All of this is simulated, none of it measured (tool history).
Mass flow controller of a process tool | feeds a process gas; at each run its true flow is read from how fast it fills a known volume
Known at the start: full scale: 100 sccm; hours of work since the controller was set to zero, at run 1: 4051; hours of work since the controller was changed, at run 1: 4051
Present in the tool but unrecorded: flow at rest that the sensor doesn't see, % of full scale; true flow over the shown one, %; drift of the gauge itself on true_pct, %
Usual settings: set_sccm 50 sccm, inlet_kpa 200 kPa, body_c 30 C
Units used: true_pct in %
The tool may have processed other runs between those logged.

run,hour,set_sccm,inlet_kpa,body_c,hours of work since the controller was set to zero,hours of work since the controller was changed,true_pct
1,0.0,50,200,30,4051,4051,101.13
2,277.2,13,200,30,4233,4233,102.23
3,590.8,50,200,30,4439,4439,101.32
4,928.2,50,200,30,4661,4661,101.52
5,1338.3,50,200,30,4930,4930,101.63
6,1750.6,50,200,30,5201,5201,101.83
7,2048.8,50,200,33,5397,5397,101.86
8,2343.3,50,200,33,5590,5590,101.94
9,2655.1,50,200,33,5795,5795,101.96
# hour 2681.2: controller's zero set anew
10,2984.9,50,200,33,200,6011,102.56
11,3213.9,50,200,33,350,6162,102.69
12,3671.9,50,246,33,651,6463,103.11
13,4102.1,50,246,33,933,6745,103.28
14,4325.0,50,246,33,1080,6892,103.39
15,4666.9,50,200,30,1305,7116,103.35
16,4963.9,10,171,30,1500,7312,108.04
17,5278.7,11,171,29,1706,7518,107.65
# hour 5520.0: controller's zero set anew, once more
18,5716.6,11,171,29,129,7806,101.48
19,6062.5,14,235,23,356,8033,102.54
# hour 6333.3: controller exchanged for a calibrated one
20,6449.6,50,171,30,76,76,98.12

The next listed run, before its measurement:
21,6786.1,50,207,30,298,298,?

true_pct: 98.70 %
With the hidden condition absent and the run-to-run variation left alone, this run would have shown true_pct 98.77 %.
